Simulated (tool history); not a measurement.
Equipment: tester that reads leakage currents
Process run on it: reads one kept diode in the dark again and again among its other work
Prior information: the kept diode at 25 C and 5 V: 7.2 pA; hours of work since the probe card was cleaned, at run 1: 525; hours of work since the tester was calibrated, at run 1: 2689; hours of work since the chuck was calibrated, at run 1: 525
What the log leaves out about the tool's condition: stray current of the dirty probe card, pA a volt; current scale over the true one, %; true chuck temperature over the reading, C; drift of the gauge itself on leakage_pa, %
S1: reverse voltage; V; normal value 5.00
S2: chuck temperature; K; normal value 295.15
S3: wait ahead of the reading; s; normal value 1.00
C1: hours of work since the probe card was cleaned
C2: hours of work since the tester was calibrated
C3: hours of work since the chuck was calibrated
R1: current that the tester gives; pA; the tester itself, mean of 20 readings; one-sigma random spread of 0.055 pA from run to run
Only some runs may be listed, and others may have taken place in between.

{"run": 1, "day": 0.0, "S1": 5.0, "S2": 295.15, "S3": 1.0, "C1": 525, "C2": 2689, "C3": 525, "R1": 7.54}
{"run": 2, "day": 3.642, "S1": 5.0, "S2": 295.15, "S3": 1.81, "C1": 567, "C2": 2731, "C3": 567, "R1": 6.81}
{"run": 3, "day": 10.321, "S1": 5.0, "S2": 295.15, "S3": 1.81, "C1": 643, "C2": 2807, "C3": 643, "R1": 6.72}
{"run": 4, "day": 14.138, "S1": 5.0, "S2": 295.15, "S3": 1.81, "C1": 687, "C2": 2851, "C3": 687, "R1": 6.81}
{"run": 5, "day": 18.058, "S1": 5.0, "S2": 295.15, "S3": 6.84, "C1": 733, "C2": 2897, "C3": 733, "R1": 5.95}
{"run": 6, "day": 25.338, "S1": 5.0, "S2": 295.15, "S3": 6.84, "C1": 816, "C2": 2981, "C3": 816, "R1": 6.04}
{"run": 7, "day": 30.354, "S1": 5.0, "S2": 326.15, "S3": 6.84, "C1": 874, "C2": 3038, "C3": 874, "R1": 58.16}
{"run": 8, "day": 36.758, "S1": 3.22, "S2": 332.15, "S3": 3.47, "C1": 948, "C2": 3112, "C3": 948, "R1": 71.06}
{"run": 9, "day": 44.442, "S1": 5.17, "S2": 306.15, "S3": 0.31, "C1": 1037, "C2": 3201, "C3": 1037, "R1": 20.24}
{"run": 10, "day": 48.4, "S1": 5.17, "S2": 306.15, "S3": 0.31, "C1": 1082, "C2": 3246, "C3": 1082, "R1": 20.11}
{"run": 11, "day": 55.2, "S1": 7.49, "S2": 308.15, "S3": 5.49, "C1": 1161, "C2": 3325, "C3": 1161, "R1": 19.83}

Below are 4 alternative next runs, each starting from the tool's condition after run 11. Predict each:
{"run": "A", "day": 63.088, "S1": 1.02, "S2": 308.15, "S3": 5.49, "C1": 1251, "C2": 3416, "C3": 1251, "R1": "?"}
{"run": "B", "day": 63.088, "S1": 6.16, "S2": 308.15, "S3": 5.49, "C1": 1251, "C2": 3416, "C3": 1251, "R1": "?"}
{"run": "C", "day": 63.088, "S1": 5.0, "S2": 320.15, "S3": 1.07, "C1": 1251, "C2": 3416, "C3": 1251, "R1": "?"}
{"run": "D", "day": 63.088, "S1": 5.0, "S2": 302.15, "S3": 1.0, "C1": 1251, "C2": 3416, "C3": 1251, "R1": "?"}

run=A R1=7.76
run=B R1=17.89
run=C R1=40.29
run=D R1=11.79
Without the tool's hidden state the same runs would have given:
run=A R1=7.75
run=B R1=17.88
run=C R1=40.27
run=D R1=11.78
